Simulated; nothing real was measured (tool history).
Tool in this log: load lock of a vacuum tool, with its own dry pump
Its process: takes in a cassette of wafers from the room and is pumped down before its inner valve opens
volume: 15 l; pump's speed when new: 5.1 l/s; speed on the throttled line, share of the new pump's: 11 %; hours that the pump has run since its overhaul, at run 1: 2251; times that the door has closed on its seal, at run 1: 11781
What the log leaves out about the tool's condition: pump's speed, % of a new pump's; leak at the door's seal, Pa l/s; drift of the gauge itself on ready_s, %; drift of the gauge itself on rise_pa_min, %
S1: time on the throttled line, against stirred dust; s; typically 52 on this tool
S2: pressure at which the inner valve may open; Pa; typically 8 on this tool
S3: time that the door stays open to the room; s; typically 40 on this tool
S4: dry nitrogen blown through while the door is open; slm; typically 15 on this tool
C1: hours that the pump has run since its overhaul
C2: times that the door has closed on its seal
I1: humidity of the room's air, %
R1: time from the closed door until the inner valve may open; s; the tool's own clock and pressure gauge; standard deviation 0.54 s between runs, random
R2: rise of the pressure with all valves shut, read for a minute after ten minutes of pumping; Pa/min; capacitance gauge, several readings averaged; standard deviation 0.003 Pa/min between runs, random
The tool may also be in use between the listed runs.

run    hour  S1  S2  S3  S4    C1     C2    I1    R1     R2
  1       0  52   8  40  15  2251  11781    46  73.5  0.071
  2   350.9  52   8  40  15  2602  12635  43.3  74.1  0.083
  3   795.9  52  12  40  15  3047  13718  48.4  73.5  0.077
  4  1082.9  52  12  40  15  3334  14417  44.2  72.9  0.082
  5  1372.6  52  12  40  15  3624  15122  40.3  73.6  0.078
  6  1838.4  52  12  40  15  4090  16256  46.1  73.9  0.095
  7  2112.3  52  15  40  15  4364  16923  45.8  72.4  0.098
  8  2685.5  52  15  40  15  4937  18318  44.2  73.1  0.098
  9  3190.3  52   8  40  15  5442  19547  47.8  75.7  0.108
 10  3482.3  52   8  40  15  5734  20258  44.1  75.5  0.109
 11  3779.4  52  15  40  15  6031  20981    43  73.3  0.113
 12  4085.7  52  15  40  15  6337  21727  45.7  72.5  0.116
 13  4627.9  52  15  40  15  6879  23046  48.8  73.6   0.13
 14  5177.2  52  15  40  15  7429  24383  49.4  74.3  0.133
 15  5677.5  52  15  40  15  7929  25601  43.3  73.7  0.137
 16  6067.1  52  15  40  15  8318  26549  43.3  74.6   0.15
 17  6613.5  52  15  40  15  8865  27880  46.8  74.6   0.16
 18  7201.2  52  15  40  15  9453  29310    47  74.7   0.16
 19  7554.5  52  15  40  15  9806  30170  45.9  74.4  0.174

Predict the results of run 20:
 20  8140.9  98  10  28  18  10392  31597  48   ?   ?

Run 20 produced R1 114.7 s, R2 0.174 Pa/min.
Take away the tool's hidden state, keep the run-to-run variation as it was, and the same run would have given R1 112.5 s, R2 0.033 Pa/min.
